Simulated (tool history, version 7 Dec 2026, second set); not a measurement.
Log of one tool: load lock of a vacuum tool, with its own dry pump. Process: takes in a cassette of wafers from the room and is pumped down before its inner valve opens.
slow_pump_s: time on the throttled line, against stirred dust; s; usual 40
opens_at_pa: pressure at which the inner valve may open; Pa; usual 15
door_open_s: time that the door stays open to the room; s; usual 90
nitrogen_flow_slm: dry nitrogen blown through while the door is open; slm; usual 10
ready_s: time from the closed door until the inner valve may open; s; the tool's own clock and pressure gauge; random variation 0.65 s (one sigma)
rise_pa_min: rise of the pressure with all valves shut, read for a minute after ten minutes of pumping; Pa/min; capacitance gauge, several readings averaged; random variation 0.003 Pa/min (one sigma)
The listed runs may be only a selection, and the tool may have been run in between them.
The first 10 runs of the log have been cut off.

run	day	slow_pump_s	opens_at_pa	door_open_s	nitrogen_flow_slm	hours that the pump has run since its overhaul	times that the door has closed on its seal	incoming humidity of the room's air, %	ready_s	rise_pa_min
11	41.525	40	16	90	10	6138	22660	45.5	107.8	0.097
12	44.542	40	16	90	10	6211	22927	48.7	108	0.109
13	49.425	40	15	90	10	6328	23360	46	109.1	0.112
14	52.562	40	15	90	5	6403	23637	44.9	108	0.114
15	58.2	40	15	90	10	6539	24137	43.9	109.2	0.108
16	63.062	40	15	90	10	6655	24568	43.1	109	0.108
17	68.408	40	15	90	10	6784	25041	42.7	109.8	0.115
18	72.058	40	15	90	10	6871	25365	45.9	109.3	0.115
19	77.138	40	15	90	10	6993	25815	43.2	109.5	0.117
20	82.458	56	15	90	5	7121	26286	41.9	121.2	0.12
21	85.858	40	27	32	10	7202	26588	44.9	103.6	0.12
22	88.392	40	15	90	44	7263	26812	42	111.1	0.112
23	93.079	40	15	90	44	7376	27227	44.1	109.6	0.113
24	96.217	40	15	90	44	7451	27505	42.9	110	0.112
25	101.321	22	25	90	25	7573	27958	43.9	92.3	0.128
26	106.708	33	20	25	25	7703	28435	42.1	102.4	0.122
27	111.129	33	20	25	25	7809	28827	46.6	101.4	0.12
28	115.096	33	12	161	25	7904	29178	43.3	108.3	0.136
29	120.675	68	15	37	9	8038	29672	44	129.4	0.123
30	125.392	68	15	66	12	8151	30090	44	128	0.135

What will run 31 give?
31	128.346	40	14	196	43	8222	30352	45.8	?	?

{"run 31": {"ready_s": 111.1, "rise_pa_min": 0.138}}
Take away the tool's hidden state, keep the run-to-run variation as it was, and the same run would have given ready_s 104.1 s, rise_pa_min 0.017 Pa/min.
